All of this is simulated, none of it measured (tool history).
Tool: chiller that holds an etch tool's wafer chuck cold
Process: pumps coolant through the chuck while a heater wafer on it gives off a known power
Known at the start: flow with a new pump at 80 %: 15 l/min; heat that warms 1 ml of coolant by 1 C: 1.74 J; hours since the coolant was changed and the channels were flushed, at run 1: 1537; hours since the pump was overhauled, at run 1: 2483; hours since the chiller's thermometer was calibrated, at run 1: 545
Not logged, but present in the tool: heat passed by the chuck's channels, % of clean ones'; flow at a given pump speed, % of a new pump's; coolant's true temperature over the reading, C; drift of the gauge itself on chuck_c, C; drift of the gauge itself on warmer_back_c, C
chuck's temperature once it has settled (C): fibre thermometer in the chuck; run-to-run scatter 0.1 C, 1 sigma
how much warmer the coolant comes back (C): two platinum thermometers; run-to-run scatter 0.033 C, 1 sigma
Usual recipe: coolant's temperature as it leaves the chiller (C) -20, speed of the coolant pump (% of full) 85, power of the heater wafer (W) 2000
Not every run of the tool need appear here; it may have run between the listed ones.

run	day	coolant's temperature as it leaves the chiller (C)	speed of the coolant pump (% of full)	power of the heater wafer (W)	hours since the coolant was changed and the channels were flushed	hours since the pump was overhauled	hours since the chiller's thermometer was calibrated	chuck's temperature once it has settled (C)	how much warmer the coolant comes back (C)
1	0.000	-20	85	2000	1537	2483	545	2.1	4.34
2	4.883	-20	85	2000	1654	2600	663	2.1	4.32
3	9.496	-20	85	2000	1765	2711	773	1.9	4.28
4	14.850	-20	85	2000	1893	2839	902	2.1	4.30
5	18.825	-20	64	2000	1989	2934	997	6.0	5.65
6	21.688	-20	82	2000	2057	3003	1066	2.4	4.43
7	26.788	-20	72	2423	2180	3126	1188	9.5	6.05
8	32.108	-27	98	2423	2307	3253	1316	-2.5	4.47
9	36.875	-19	89	2000	2422	3368	1430	2.4	4.03
10	41.446	-13	84	1360	2531	3477	1540	2.0	2.95

A few steps of how much warmer the coolant comes back (C) between consecutive runs. Split each: what settings, incoming material and random variation would produce without the hidden state, and what is left over for the hidden state, along with gauge scatter present in only one of the two compared results (measured, and without hidden state):
Run 3 -> 4: no setting changed, nothing entered. how much warmer the coolant comes back (C) +0.02: hidden state -0.02, all else +0.04.
Run 6 -> 7: speed of the coolant pump (% of full) 82 -> 72, power of the heater wafer (W) 2000 -> 2423. how much warmer the coolant comes back (C) +1.62: hidden state -0.01, all else +1.63.

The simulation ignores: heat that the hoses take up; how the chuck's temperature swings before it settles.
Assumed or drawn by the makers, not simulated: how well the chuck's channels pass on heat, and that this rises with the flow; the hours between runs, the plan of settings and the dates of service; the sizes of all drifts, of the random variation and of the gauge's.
